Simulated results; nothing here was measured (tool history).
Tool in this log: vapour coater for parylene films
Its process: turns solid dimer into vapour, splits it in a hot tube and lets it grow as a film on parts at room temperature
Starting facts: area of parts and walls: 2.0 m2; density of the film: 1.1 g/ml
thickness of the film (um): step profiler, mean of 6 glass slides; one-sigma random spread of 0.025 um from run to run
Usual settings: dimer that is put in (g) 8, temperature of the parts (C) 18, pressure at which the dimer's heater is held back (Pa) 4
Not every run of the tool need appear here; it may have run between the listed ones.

run,hour,dimer that is put in (g),temperature of the parts (C),pressure at which the dimer's heater is held back (Pa),thickness of the film (um)
1,0,8,18,4,1.7
2,22.7,3,18,4,0.63
3,51.4,8,18,4,1.66
4,84.4,8,18,4,1.64
5,118.1,8,18,4,1.65
6,136.8,8,18,4,1.67
7,159.1,8,18,4,1.64
8,184,8,24,4,1.26
9,198.4,8,18,4,1.63
10,230.4,8,18,4,1.59
11,252.9,8,18,4,1.59
12,278.7,8,18,4,1.6
13,306,9,18,4,1.74
14,326.7,9,18,4,1.75
15,359.6,8,18,10.98,1.46
16,382.9,8,18,7.05,1.6
17,416.4,8,18,7.05,1.6
18,432.8,8,18,2.38,1.91
19,465.1,8,18,2.38,1.92
20,494.1,8,18,2.38,1.87
21,516.4,8,18,2.38,1.84
22,550.2,5,28,2.38,0.73
23,572.2,5,28,2.38,0.73
24,596.4,6,14,2.21,1.65
25,625.5,4,14,10.85,0.85
26,639.3,4,14,10.85,0.83
27,667.4,4,14,10.85,0.83
28,685.2,8,14,4,1.98
29,699.4,8,14,4,1.95
30,713.3,4,19,7.16,0.71
31,745.7,4,19,7.16,0.72
32,774.3,4,18,4.31,0.78
33,792.4,4,18,4.31,0.8
34,817.4,4,18,4.31,0.78
35,832.2,4,18,4.31,0.75
36,853.5,4,18,4.31,0.75
37,877.9,6,18,3.92,1.16
38,901.7,6,18,3.92,1.27
39,932.6,12,14,8.64,2.69
40,957.3,5,13,2.11,1.45
41,986.5,7,20,9.49,1.2

The log once held 2 entries between its listed runs, left out of this copy. Where does each go, and what is different about the tool's unlogged condition between the listed run before it and the listed run after it?
Runs 14 to 15: trap's valve overhauled (hour 349.2)
  vapour lost through the trap's worn valve, %: 11.3 -> 0.2; true temperature of the parts over the reading, C: 0.25 -> 0.26
  measured result minus the result with no hidden state, thickness of the film (um): -0.25 -> -0.02
Runs 37 to 38: trap's valve overhauled (hour 885.5)
  vapour lost through the trap's worn valve, %: 11.6 -> 1; true temperature of the parts over the reading, C: 0.45 -> 0.46
  measured result minus the result with no hidden state, thickness of the film (um): -0.18 -> -0.04
